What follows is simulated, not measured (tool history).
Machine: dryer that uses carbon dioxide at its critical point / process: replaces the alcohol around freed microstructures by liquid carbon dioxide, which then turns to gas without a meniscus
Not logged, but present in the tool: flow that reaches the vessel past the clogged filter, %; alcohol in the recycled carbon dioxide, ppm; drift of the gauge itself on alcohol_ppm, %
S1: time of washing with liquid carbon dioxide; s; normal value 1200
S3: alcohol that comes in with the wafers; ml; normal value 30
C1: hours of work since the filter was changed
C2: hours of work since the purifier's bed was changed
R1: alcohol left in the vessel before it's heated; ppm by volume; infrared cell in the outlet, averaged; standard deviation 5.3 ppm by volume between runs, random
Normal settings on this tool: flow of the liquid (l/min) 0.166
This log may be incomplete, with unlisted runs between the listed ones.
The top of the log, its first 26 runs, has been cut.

run 27 day=39.467 | S1=780 flow_of_the_liquid_(l/min)=0.258 S3=34 | C1=403 C2=567 | R1=382
run 28 day=40.546 | S1=1680 flow_of_the_liquid_(l/min)=0.171 S3=85 | C1=412 C2=576 | R1=173
run 29 day=42.121 | S1=1560 flow_of_the_liquid_(l/min)=0.236 S3=85 | C1=425 C2=589 | R1=123
run 30 day=43.967 | S1=1860 flow_of_the_liquid_(l/min)=0.166 S3=30 | C1=440 C2=604 | R1=130
run 31 day=45.312 | S1=1200 flow_of_the_liquid_(l/min)=0.104 S3=30 | C1=451 C2=615 | R1=2096
run 32 day=46.517 | S1=780 flow_of_the_liquid_(l/min)=0.104 S3=42 | C1=461 C2=625 | R1=9363
run 33 day=48.162 | S1=960 flow_of_the_liquid_(l/min)=0.104 S3=39 | C1=475 C2=639 | R1=5394
-- day=48.562 inlet filter changed
run 34 day=49.246 | S1=1440 flow_of_the_liquid_(l/min)=0.217 S3=30 | C1=6 C2=648 | R1=111
run 35 day=51.058 | S1=1200 flow_of_the_liquid_(l/min)=0.172 S3=28 | C1=21 C2=663 | R1=197

Each row is a separate what-if for the run after 35, all from the same tool condition, not one after another. Results?
run A day=53.15 | S1=1200 flow_of_the_liquid_(l/min)=0.166 S3=36 | C1=38 C2=680 | R1=?
run B day=53.15 | S1=1200 flow_of_the_liquid_(l/min)=0.252 S3=28 | C1=38 C2=680 | R1=?
run C day=53.15 | S1=1200 flow_of_the_liquid_(l/min)=0.157 S3=116 | C1=38 C2=680 | R1=?
run D day=53.15 | S1=1080 flow_of_the_liquid_(l/min)=0.171 S3=102 | C1=38 C2=680 | R1=?

run=A R1=255
run=B R1=127
run=C R1=756
run=D R1=738
With no hidden state in the tool, these same runs would have given:
run=A R1=131
run=B R1=13
run=C R1=596
run=D R1=582

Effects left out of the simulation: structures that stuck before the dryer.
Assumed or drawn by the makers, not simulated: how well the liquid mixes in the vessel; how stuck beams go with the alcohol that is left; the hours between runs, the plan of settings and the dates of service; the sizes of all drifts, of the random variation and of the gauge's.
